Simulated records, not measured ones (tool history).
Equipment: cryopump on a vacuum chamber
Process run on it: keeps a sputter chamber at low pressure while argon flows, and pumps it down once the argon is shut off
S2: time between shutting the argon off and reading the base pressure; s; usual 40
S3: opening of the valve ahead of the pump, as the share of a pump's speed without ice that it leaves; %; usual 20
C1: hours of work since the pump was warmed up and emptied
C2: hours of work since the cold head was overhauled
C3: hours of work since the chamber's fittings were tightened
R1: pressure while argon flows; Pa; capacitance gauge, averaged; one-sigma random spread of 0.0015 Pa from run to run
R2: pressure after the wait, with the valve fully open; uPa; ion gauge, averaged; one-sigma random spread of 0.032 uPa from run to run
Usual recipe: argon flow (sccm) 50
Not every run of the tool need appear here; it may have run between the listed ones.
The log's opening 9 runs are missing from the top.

run 10 hour=600.7 | argon_flow_(sccm)=23 S2=40 S3=20 | C1=393 C2=2112 C3=333 | R1=0.175 R2=2.42
run 11 hour=692.9 | argon_flow_(sccm)=50 S2=40 S3=20 | C1=473 C2=2192 C3=413 | R1=0.382 R2=2.74
run 12 hour=756.8 | argon_flow_(sccm)=50 S2=28 S3=20 | C1=529 C2=2247 C3=469 | R1=0.3888 R2=3.53
run 13 hour=856.4 | argon_flow_(sccm)=50 S2=28 S3=20 | C1=615 C2=2334 C3=556 | R1=0.3929 R2=3.73
run 14 hour=906.1 | argon_flow_(sccm)=50 S2=28 S3=20 | C1=659 C2=2377 C3=599 | R1=0.3925 R2=3.93
run 15 hour=1014.3 | argon_flow_(sccm)=50 S2=28 S3=20 | C1=753 C2=2471 C3=693 | R1=0.3979 R2=4.26
-- hour=1053.5 pump warmed up, emptied and cooled again
run 16 hour=1075.7 | argon_flow_(sccm)=50 S2=28 S3=20 | C1=19 C2=2520 C3=742 | R1=0.3692 R2=3.66
run 17 hour=1124.4 | argon_flow_(sccm)=50 S2=28 S3=20 | C1=62 C2=2563 C3=784 | R1=0.37 R2=3.89
run 18 hour=1182.8 | argon_flow_(sccm)=58 S2=28 S3=20 | C1=112 C2=2613 C3=835 | R1=0.4292 R2=4.02
run 19 hour=1293.2 | argon_flow_(sccm)=67 S2=68 S3=51 | C1=209 C2=2710 C3=931 | R1=0.2043 R2=3.19
run 20 hour=1392.1 | argon_flow_(sccm)=27 S2=129 S3=21 | C1=295 C2=2796 C3=1017 | R1=0.1934 R2=2.87
run 21 hour=1447.7 | argon_flow_(sccm)=33 S2=71 S3=29 | C1=343 C2=2844 C3=1066 | R1=0.1759 R2=3.49
run 22 hour=1516.8 | argon_flow_(sccm)=33 S2=71 S3=29 | C1=403 C2=2904 C3=1126 | R1=0.1769 R2=3.64
run 23 hour=1619.5 | argon_flow_(sccm)=33 S2=97 S3=25 | C1=492 C2=2993 C3=1215 | R1=0.2086 R2=3.76
run 24 hour=1679.3 | argon_flow_(sccm)=33 S2=97 S3=25 | C1=544 C2=3045 C3=1267 | R1=0.2083 R2=4.01
-- hour=1780.1 leaking fittings of the chamber tightened, without venting
run 25 hour=1786.4 | argon_flow_(sccm)=33 S2=97 S3=25 | C1=636 C2=3137 C3=5 | R1=0.2109 R2=0.99

What does the tool deliver on the next run?
run 26 hour=1841.9 | argon_flow_(sccm)=33 S2=151 S3=60 | C1=684 C2=3185 C3=54 | R1=? R2=?

Run 26 measured R1 0.0997 Pa, R2 0.95 uPa.
Were there no unlogged condition in the tool, this run, its random variation unchanged, would have produced R1 0.0804 Pa, R2 0.66 uPa.
